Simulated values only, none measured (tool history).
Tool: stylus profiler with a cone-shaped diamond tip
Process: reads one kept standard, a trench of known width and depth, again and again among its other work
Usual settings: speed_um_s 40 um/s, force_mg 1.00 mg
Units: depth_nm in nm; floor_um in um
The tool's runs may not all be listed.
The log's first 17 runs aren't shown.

run	hour	speed_um_s	force_mg	scans with this tip	hours of work since the height scale was calibrated	depth_nm	floor_um
18	847.4	113	1.00	11236	235	1009.14	94.35
19	884.6	113	1.00	11426	264	1008.74	94.37
20	955.2	113	2.28	11788	319	1015.18	94.71
21	1023.9	160	2.83	12141	372	1017.41	94.49
22	1090.9	14	1.68	12484	424	1012.15	95.29
23	1136.9	14	1.68	12720	460	1012.67	95.21
24	1203.0	26	0.95	13059	512	1008.95	95.13
25	1245.5	13	0.59	13277	545	1006.65	95.20
26	1287.3	11	2.97	13491	577	1018.56	95.24
27	1351.9	49	0.36	13822	628	1005.50	94.55
28	1415.1	48	1.00	14146	677	1009.87	94.85
29	1481.7	17	1.48	14488	729	1012.35	95.17
30	1556.6	40	1.32	14871	787	1011.78	94.92
31	1622.5	64	1.85	15209	838	1014.35	94.78
32	1676.9	113	0.74	15489	881	1008.77	94.05
33	1708.1	16	0.41	15648	905	1006.81	94.99
34	1752.6	83	0.75	15877	940	1008.77	94.33
35	1812.5	21	1.73	16184	986	1013.77	95.08
36	1883.0	23	0.40	16545	1041	1006.64	94.82

4 ways to go on from here, each from the tool as it stands after run 36. What would each give?
A	1915.1	45	1.81	16710	1066	?	?
B	1915.1	52	1.33	16710	1066	?	?
C	1915.1	33	2.05	16710	1066	?	?
D	1915.1	23	1.50	16710	1066	?	?

run	depth_nm	floor_um
A	1014.27	94.89
B	1012.34	94.75
C	1016.03	95.00
D	1013.00	95.02
Without the tool's hidden state the same runs would have given:
run	depth_nm	floor_um
A	1011.84	95.69
B	1009.92	95.56
C	1013.61	95.80
D	1010.58	95.83

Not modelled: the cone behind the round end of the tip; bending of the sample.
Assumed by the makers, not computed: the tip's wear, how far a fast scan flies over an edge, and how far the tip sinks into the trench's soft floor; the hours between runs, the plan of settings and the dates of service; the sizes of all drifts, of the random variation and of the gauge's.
